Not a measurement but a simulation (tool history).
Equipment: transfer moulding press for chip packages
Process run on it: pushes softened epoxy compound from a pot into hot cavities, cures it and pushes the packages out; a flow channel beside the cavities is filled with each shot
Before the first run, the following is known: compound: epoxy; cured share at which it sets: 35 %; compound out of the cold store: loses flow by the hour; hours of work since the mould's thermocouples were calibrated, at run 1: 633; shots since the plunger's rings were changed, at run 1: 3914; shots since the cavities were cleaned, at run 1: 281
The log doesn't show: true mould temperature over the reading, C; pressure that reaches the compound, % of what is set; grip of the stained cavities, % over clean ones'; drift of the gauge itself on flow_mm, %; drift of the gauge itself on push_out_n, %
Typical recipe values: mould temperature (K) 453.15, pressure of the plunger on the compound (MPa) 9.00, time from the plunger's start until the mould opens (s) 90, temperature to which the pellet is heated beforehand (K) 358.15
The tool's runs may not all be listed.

run   hour  mould temperature (K)  pressure of the plunger on the compound (MPa)  time from the plunger's start until the mould opens (s)  temperature to which the pellet is heated beforehand (K)  hours of work since the mould's thermocouples were calibrated  shots since the plunger's rings were changed  shots since the cavities were cleaned  incoming compound's hours out of the cold store  length that the compound runs in the flow channel (mm)  greatest force on the pins that push the packages out (N)
  1    0.0                 453.15                                           9.00                                                       90                                                    358.15                                                            633                                          3914                                    281                                             34.3                                                     652                                                        489
      43.5  -- cavities cleaned with cleaning compound and waxed
  2   66.5                 453.15                                           9.00                                                       90                                                    358.15                                                            677                                          4856                                    333                                             40.9                                                     633                                                        479
      72.3  -- plunger's sealing rings changed
     107.6  -- cavities cleaned with cleaning compound and waxed
  3  137.3                 453.15                                           9.00                                                       90                                                    358.15                                                            724                                           920                                    431                                             27.6                                                     666                                                        490
     174.5  -- cavities cleaned with cleaning compound and waxed
  4  184.6                 453.15                                           9.00                                                       90                                                    358.15                                                            755                                          1583                                    146                                             31.2                                                     654                                                        485
     237.4  -- cavities cleaned with cleaning compound and waxed
  5  247.3                 454.15                                           9.00                                                       90                                                    358.15                                                            797                                          2470                                    144                                             22.5                                                     664                                                        480
     301.0  -- mould's thermocouples calibrated
     302.5  -- cavities cleaned with cleaning compound and waxed
  6  308.9                 450.15                                           9.00                                                       90                                                    358.15                                                              4                                          3311                                     92                                             40.3                                                     646                                                        589
     366.0  -- cavities cleaned with cleaning compound and waxed
  7  370.7                 453.15                                           9.00                                                       90                                                    358.15                                                             46                                          4185                                     68                                             29.6                                                     660                                                        494
  8  419.9                 445.15                                           9.00                                                       90                                                    358.15                                                             80                                          4898                                    781                                             14.2                                                     715                                                        903
     428.8  -- plunger's sealing rings changed
     430.3  -- cavities cleaned with cleaning compound and waxed
  9  453.7                 445.15                                           9.00                                                       90                                                    358.15                                                            100                                           339                                    339                                             39.1                                                     667                                                        878
 10  482.8                 445.15                                           9.00                                                       90                                                    358.15                                                            120                                           760                                    760                                             27.3                                                     698                                                        916
     494.6  -- cavities cleaned with cleaning compound and waxed
 11  523.7                 453.15                                          10.74                                                       74                                                    357.15                                                            147                                          1331                                    423                                             14.6                                                     752                                                        831
     557.6  -- cavities cleaned with cleaning compound and waxed
 12  569.0                 453.15                                          10.74                                                       74                                                    357.15                                                            178                                          1965                                    165                                             37.6                                                     698                                                        738
 13  599.3                 453.15                                          10.74                                                       74                                                    357.15                                                            198                                          2404                                    604                                             30.9                                                     710                                                        746
     618.5  -- cavities cleaned with cleaning compound and waxed
 14  639.8                 453.15                                          10.74                                                       74                                                    357.15                                                            225                                          2969                                    308                                             21.9                                                     732                                                        787
     681.6  -- cavities cleaned with cleaning compound and waxed
 15  687.2                 459.15                                           8.27                                                       77                                                    349.15                                                            257                                          3634                                     81                                              8.7                                                     641                                                        485
 16  720.2                 459.15                                           8.27                                                       77                                                    349.15                                                            280                                          4112                                    559                                             25.8                                                     622                                                        485
     745.6  -- cavities cleaned with cleaning compound and waxed
 17  756.9                 459.15                                           8.27                                                       77                                                    349.15                                                            304                                          4622                                    165                                             35.0                                                     603                                                        481
     778.7  -- plunger's sealing rings changed
     812.2  -- cavities cleaned with cleaning compound and waxed
 18  812.9                 459.15                                           8.27                                                       77                                                    349.15                                                            340                                           474                                     11                                             18.4                                                     639                                                        480

Below are 5 alternative next runs, each starting from the tool's condition after run 18. Predict each:
  A  842.6                 459.15                                           8.27                                                      115                                                    349.15                                                            360                                           904                                    441                                             43.0                                                       ?                                                          ?
  B  842.6                 453.15                                           9.00                                                      129                                                    368.15                                                            360                                           904                                    441                                             32.5                                                       ?                                                          ?
  C  842.6                 447.15                                           8.41                                                      125                                                    358.15                                                            360                                           904                                    441                                             41.8                                                       ?                                                          ?
  D  842.6                 452.15                                           7.43                                                       90                                                    354.15                                                            360                                           904                                    441                                             45.6                                                       ?                                                          ?
  E  842.6                 459.15                                          10.11                                                       77                                                    349.15                                                            360                                           904                                    441                                             29.7                                                       ?                                                          ?

run  length that the compound runs in the flow channel (mm)  greatest force on the pins that push the packages out (N)
  A                                                     588                                                        358
  B                                                     656                                                        352
  C                                                     640                                                        408
  D                                                     584                                                        523
  E                                                     680                                                        465
The same runs, with their run-to-run variation unchanged, on a tool lacking any hidden condition would have given:
run  length that the compound runs in the flow channel (mm)  greatest force on the pins that push the packages out (N)
  A                                                     588                                                        354
  B                                                     656                                                        348
  C                                                     640                                                        404
  D                                                     584                                                        518
  E                                                     680                                                        460
